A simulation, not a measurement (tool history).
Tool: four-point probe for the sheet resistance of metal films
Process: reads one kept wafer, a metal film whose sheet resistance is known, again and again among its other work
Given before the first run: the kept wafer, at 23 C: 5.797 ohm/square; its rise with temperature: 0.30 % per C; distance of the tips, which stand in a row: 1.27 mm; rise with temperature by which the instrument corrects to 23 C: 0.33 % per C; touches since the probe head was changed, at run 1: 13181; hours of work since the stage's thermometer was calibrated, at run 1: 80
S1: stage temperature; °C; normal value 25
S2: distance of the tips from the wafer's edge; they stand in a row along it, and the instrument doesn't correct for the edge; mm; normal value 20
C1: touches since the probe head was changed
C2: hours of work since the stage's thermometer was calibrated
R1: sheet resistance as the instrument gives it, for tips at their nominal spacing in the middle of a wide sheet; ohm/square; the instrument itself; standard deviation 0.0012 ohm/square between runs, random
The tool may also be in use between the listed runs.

run	hour	S1	S2	C1	C2	R1
1	0	25	20	13181	80	5.805166
2	43.5	25	20	15048	114	5.806208
3	82.7	25	20	16729	144	5.806107
4	133.4	25	20	18909	184	5.808534
5	162	25	20	20135	207	5.806493
6	192.7	25	9	21455	231	5.854469
7	229.9	25	9	23050	260	5.854738
8	274.6	31	20	24969	295	5.794865
9	330.5	31	20	27371	339	5.795651
10	367.9	25	20	28975	368	5.807504
11	404.9	25	20	30563	397	5.805256
12	430.7	25	20	31671	417	5.804933
13	454.7	25	20	32702	436	5.806581
14	478.8	20	20	33736	455	5.816668
15	530.5	20	20	35958	496	5.815152
16	573.2	20	20	37790	529	5.813465
17	602.4	25	20	39046	552	5.805106
18	648.2	25	20	41012	588	5.806182
19	692.3	25	20	42905	623	5.807112
20	725.7	24	20	44335	649	5.806866
21	758.9	24	20	45765	675	5.806898
22	806.8	25	20	47820	712	5.806188
23	837.5	35	20	49138	737	5.788262
24	861	22	4	50144	755	6.097252
25	884.9	19	38	51171	774	5.810288
26	912	21	38	52337	795	5.80193
27	961.3	28	15	54450	834	5.810516
28	1012.5	33	12	56651	874	5.81157
29	1054.5	30	5	58454	907	5.978393
30	1092.9	23	65	60105	937	5.797328
31	1119	23	65	61224	957	5.798619
32	1159.3	23	5	62955	989	5.98992
33	1186.9	23	7	64137	1011	5.896335
34	1234.5	30	20	66181	1048	5.795544
35	1266.8	26	60	67568	1073	5.793254
36	1299.7	26	60	68980	1099	5.792335
37	1325.1	29	27	70071	1119	5.791204
38	1351.4	19	16	71201	1140	5.825177
39	1389.3	23	9	72828	1169	5.858697
40	1444.1	33	11	75180	1212	5.818558
41	1492.2	31	25	77246	1250	5.78958
42	1533	24	20	78999	1282	5.808109
43	1580	25	59	81015	1319	5.796482
44	1634.9	18	45	83372	1362	5.810547
45	1679.9	25	16	85306	1397	5.813213

Each row is a separate what-if for the run after 45, all from the same tool condition, not one after another. Results?
A	1719.9	22	5	87022	1429	?
B	1719.9	26	8	87022	1429	?
C	1719.9	26	71	87022	1429	?
D	1719.9	30	64	87022	1429	?

run	R1
A	5.994284
B	5.869756
C	5.791421
D	5.78744
With the hidden condition removed and each run's random variation left untouched, the same runs would have given:
run	R1
A	5.99452
B	5.869989
C	5.791651
D	5.787669
